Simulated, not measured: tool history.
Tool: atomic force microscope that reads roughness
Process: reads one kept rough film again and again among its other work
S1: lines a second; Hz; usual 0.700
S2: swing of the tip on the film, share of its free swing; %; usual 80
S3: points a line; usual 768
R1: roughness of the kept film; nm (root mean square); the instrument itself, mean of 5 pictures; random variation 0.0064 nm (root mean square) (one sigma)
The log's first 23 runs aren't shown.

{"run": 24, "day": 12.342, "S1": 0.7, "S2": 69, "S3": 307, "R1": 1.248}
{"run": 25, "day": 12.708, "S1": 0.7, "S2": 80, "S3": 301, "R1": 1.225}
{"run": 26, "day": 13.262, "S1": 0.595, "S2": 84, "S3": 339, "R1": 1.227}
{"run": 27, "day": 13.588, "S1": 0.595, "S2": 84, "S3": 339, "R1": 1.227}
{"run": 28, "day": 14.046, "S1": 0.595, "S2": 84, "S3": 339, "R1": 1.228}
{"day": 14.188, "done": "new tip fitted"}
{"run": 29, "day": 14.533, "S1": 0.784, "S2": 80, "S3": 950, "R1": 1.228}
{"run": 30, "day": 14.938, "S1": 2.387, "S2": 67, "S3": 768, "R1": 1.225}
{"run": 31, "day": 15.404, "S1": 2.387, "S2": 67, "S3": 768, "R1": 1.215}
{"run": 32, "day": 16.025, "S1": 1.777, "S2": 65, "S3": 867, "R1": 1.232}
{"run": 33, "day": 16.692, "S1": 1.428, "S2": 80, "S3": 824, "R1": 1.21}
{"run": 34, "day": 17.025, "S1": 1.428, "S2": 80, "S3": 824, "R1": 1.202}
{"run": 35, "day": 17.771, "S1": 0.7, "S2": 80, "S3": 374, "R1": 1.238}
{"day": 17.921, "done": "new tip fitted"}
{"run": 36, "day": 18.225, "S1": 1.76, "S2": 80, "S3": 334, "R1": 1.188}
{"run": 37, "day": 18.567, "S1": 1.76, "S2": 80, "S3": 334, "R1": 1.19}
{"run": 38, "day": 19.304, "S1": 1.425, "S2": 80, "S3": 277, "R1": 1.201}
{"run": 39, "day": 20.071, "S1": 1.425, "S2": 69, "S3": 316, "R1": 1.218}
{"run": 40, "day": 20.583, "S1": 2.533, "S2": 56, "S3": 999, "R1": 1.23}
{"run": 41, "day": 21.292, "S1": 2.533, "S2": 56, "S3": 999, "R1": 1.241}
{"day": 21.683, "done": "new tip fitted"}
{"run": 42, "day": 21.738, "S1": 2.345, "S2": 78, "S3": 433, "R1": 1.183}
{"run": 43, "day": 22.162, "S1": 1.307, "S2": 59, "S3": 788, "R1": 1.244}

Forecast each of these 4 alternatives for the next run:
{"run": "A", "day": 22.796, "S1": 1.991, "S2": 61, "S3": 754, "R1": "?"}
{"run": "B", "day": 22.796, "S1": 0.749, "S2": 88, "S3": 563, "R1": "?"}
{"run": "C", "day": 22.796, "S1": 1.292, "S2": 80, "S3": 768, "R1": "?"}
{"run": "D", "day": 22.796, "S1": 0.7, "S2": 80, "S3": 873, "R1": "?"}

run=A R1=1.236
run=B R1=1.224
run=C R1=1.208
run=D R1=1.231
Without the tool's hidden state the same runs would have given:
run=A R1=1.237
run=B R1=1.225
run=C R1=1.209
run=D R1=1.231
